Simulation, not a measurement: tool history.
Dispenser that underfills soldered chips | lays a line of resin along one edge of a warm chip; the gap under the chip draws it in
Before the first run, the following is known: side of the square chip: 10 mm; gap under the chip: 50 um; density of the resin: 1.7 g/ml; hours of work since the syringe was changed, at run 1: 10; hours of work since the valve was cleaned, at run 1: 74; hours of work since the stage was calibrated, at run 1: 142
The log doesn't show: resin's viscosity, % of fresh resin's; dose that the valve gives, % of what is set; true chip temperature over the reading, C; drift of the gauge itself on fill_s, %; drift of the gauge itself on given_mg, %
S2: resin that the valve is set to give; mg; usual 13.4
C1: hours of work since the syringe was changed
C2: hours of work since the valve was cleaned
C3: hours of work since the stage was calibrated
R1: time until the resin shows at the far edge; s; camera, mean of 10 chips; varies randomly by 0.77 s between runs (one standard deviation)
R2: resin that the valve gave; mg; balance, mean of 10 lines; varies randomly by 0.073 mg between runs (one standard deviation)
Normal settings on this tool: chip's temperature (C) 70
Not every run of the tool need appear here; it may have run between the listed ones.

run 1 hour=0.0 | chip's_temperature_(C)=70 S2=13.4 | C1=10 C2=74 C3=142 | R1=157.5 R2=12.82
-- hour=1.4 new syringe of resin
run 2 hour=6.7 | chip's_temperature_(C)=70 S2=13.4 | C1=3 C2=78 C3=146 | R1=91.2 R2=12.77
run 3 hour=16.7 | chip's_temperature_(C)=70 S2=13.4 | C1=9 C2=84 C3=152 | R1=152.5 R2=12.65
-- hour=18.6 new syringe of resin
run 4 hour=24.8 | chip's_temperature_(C)=70 S2=13.4 | C1=4 C2=89 C3=157 | R1=95.3 R2=12.73
run 5 hour=30.3 | chip's_temperature_(C)=70 S2=13.4 | C1=7 C2=93 C3=160 | R1=124.3 R2=12.66
-- hour=35.7 new syringe of resin
run 6 hour=40.1 | chip's_temperature_(C)=70 S2=13.4 | C1=3 C2=98 C3=166 | R1=89.6 R2=12.42
run 7 hour=47.4 | chip's_temperature_(C)=64 S2=13.4 | C1=7 C2=103 C3=170 | R1=180.2 R2=12.52
-- hour=52.5 new syringe of resin
run 8 hour=54.9 | chip's_temperature_(C)=63 S2=13.4 | C1=2 C2=107 C3=175 | R1=117.0 R2=12.60
-- hour=64.8 dispensing valve cleaned and set on the balance
run 9 hour=66.2 | chip's_temperature_(C)=70 S2=13.4 | C1=8 C2=1 C3=181 | R1=135.0 R2=13.42
-- hour=70.1 new syringe of resin
run 10 hour=74.2 | chip's_temperature_(C)=70 S2=13.4 | C1=2 C2=6 C3=186 | R1=85.4 R2=13.29
run 11 hour=80.1 | chip's_temperature_(C)=66 S2=13.4 | C1=6 C2=9 C3=190 | R1=141.3 R2=13.20
-- hour=87.0 new syringe of resin
run 12 hour=90.1 | chip's_temperature_(C)=70 S2=16.6 | C1=2 C2=15 C3=196 | R1=80.8 R2=16.34
run 13 hour=96.2 | chip's_temperature_(C)=60 S2=15.4 | C1=6 C2=19 C3=199 | R1=184.4 R2=15.32
-- hour=103.6 new syringe of resin
run 14 hour=105.9 | chip's_temperature_(C)=66 S2=16.2 | C1=1 C2=25 C3=205 | R1=94.1 R2=15.98
run 15 hour=113.6 | chip's_temperature_(C)=66 S2=16.2 | C1=6 C2=30 C3=210 | R1=139.0 R2=15.98
-- hour=120.6 new syringe of resin
run 16 hour=123.7 | chip's_temperature_(C)=63 S2=11.8 | C1=2 C2=36 C3=216 | R1=121.5 R2=11.61
run 17 hour=132.9 | chip's_temperature_(C)=70 S2=14.9 | C1=8 C2=41 C3=222 | R1=131.8 R2=14.54
-- hour=137.4 new syringe of resin
run 18 hour=138.2 | chip's_temperature_(C)=70 S2=15.9 | C1=0 C2=44 C3=225 | R1=68.3 R2=15.51
run 19 hour=149.3 | chip's_temperature_(C)=76 S2=16.3 | C1=7 C2=51 C3=232 | R1=91.8 R2=15.81

Each row is a separate what-if for the run after 19, all from the same tool condition, not one after another. Results?
-- hour=154.4 new syringe of resin
run A hour=160.7 | chip's_temperature_(C)=76 S2=16.0 | C1=4 C2=58 C3=238 | R1=? R2=?
-- hour=154.4 new syringe of resin
run B hour=160.7 | chip's_temperature_(C)=60 S2=13.4 | C1=4 C2=58 C3=238 | R1=? R2=?
-- hour=154.4 new syringe of resin
run C hour=160.7 | chip's_temperature_(C)=76 S2=13.3 | C1=4 C2=58 C3=238 | R1=? R2=?
-- hour=154.4 new syringe of resin
run D hour=160.7 | chip's_temperature_(C)=76 S2=13.4 | C1=4 C2=58 C3=238 | R1=? R2=?
-- hour=154.4 new syringe of resin
run E hour=160.7 | chip's_temperature_(C)=76 S2=16.2 | C1=4 C2=58 C3=238 | R1=? R2=?

run=A R1=69.4 R2=15.38
run=B R1=157.1 R2=12.83
run=C R1=70.5 R2=12.82
run=D R1=71.0 R2=12.99
run=E R1=70.0 R2=15.57
Had the tool no hidden state, the same runs would have come out as:
run=A R1=51.7 R2=15.96
run=B R1=117.2 R2=13.31
run=C R1=52.6 R2=13.30
run=D R1=52.8 R2=13.48
run=E R1=52.2 R2=16.15
